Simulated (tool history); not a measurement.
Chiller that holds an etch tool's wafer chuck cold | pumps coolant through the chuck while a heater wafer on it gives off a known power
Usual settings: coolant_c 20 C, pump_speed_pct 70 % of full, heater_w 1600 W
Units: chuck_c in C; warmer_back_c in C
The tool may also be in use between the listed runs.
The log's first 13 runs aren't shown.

run      day  coolant_c  pump_speed_pct  heater_w  chuck_c  warmer_back_c
 14     83.2         27              70      1600     45.5            5.7
 15   91.754         20              70      1600     38.6           5.76
      92.629  -- chiller's thermometer calibrated
 16   97.683         20              70      1600     38.7           5.78
 17  107.071         13              85      1937     32.3           5.83
 18  115.675         10              76      1158     23.1           3.94
     116.625  -- chiller's thermometer calibrated, once more
 19  121.108         23              75      1600     40.7           5.51
 20  130.146         17              82      1905     36.4           6.04
     135.446  -- coolant pump overhauled
 21  135.446         17              82      1905     33.8           5.04
 22  140.921         17              82      1905     33.9           5.01
 23    146.7         23              67      1233     36.2           4.03
 24  153.362         25              65      1252     38.8           4.22
 25  160.417         16              66      1600     33.4           5.28
 26  169.012         16              71      1600     32.6           5.01
 27  177.592         16              71      1600     32.6           4.98
 28  182.804         16              71      1600     32.8           5.04
 29   191.25         27              75       920     36.4           2.72
 30  197.396         27              72      1405     41.9            4.4
 31    204.2         27              63      1405     43.8           5.03

Forecast each of these 4 alternatives for the next run:
  A  213.15         14              63      1600        ?              ?
  B  213.15         16              70      1718        ?              ?
  C  213.15         20              91      1600        ?              ?
  D  213.15         27              99      1405        ?              ?

run  chuck_c  warmer_back_c
  A     33.3           5.69
  B     34.9            5.5
  C     33.9              4
  D     38.3            3.2
Without the tool's hidden state the same runs would have given:
run  chuck_c  warmer_back_c
  A     30.9            5.5
  B     32.4           5.32
  C     32.1           3.87
  D     36.8           3.09

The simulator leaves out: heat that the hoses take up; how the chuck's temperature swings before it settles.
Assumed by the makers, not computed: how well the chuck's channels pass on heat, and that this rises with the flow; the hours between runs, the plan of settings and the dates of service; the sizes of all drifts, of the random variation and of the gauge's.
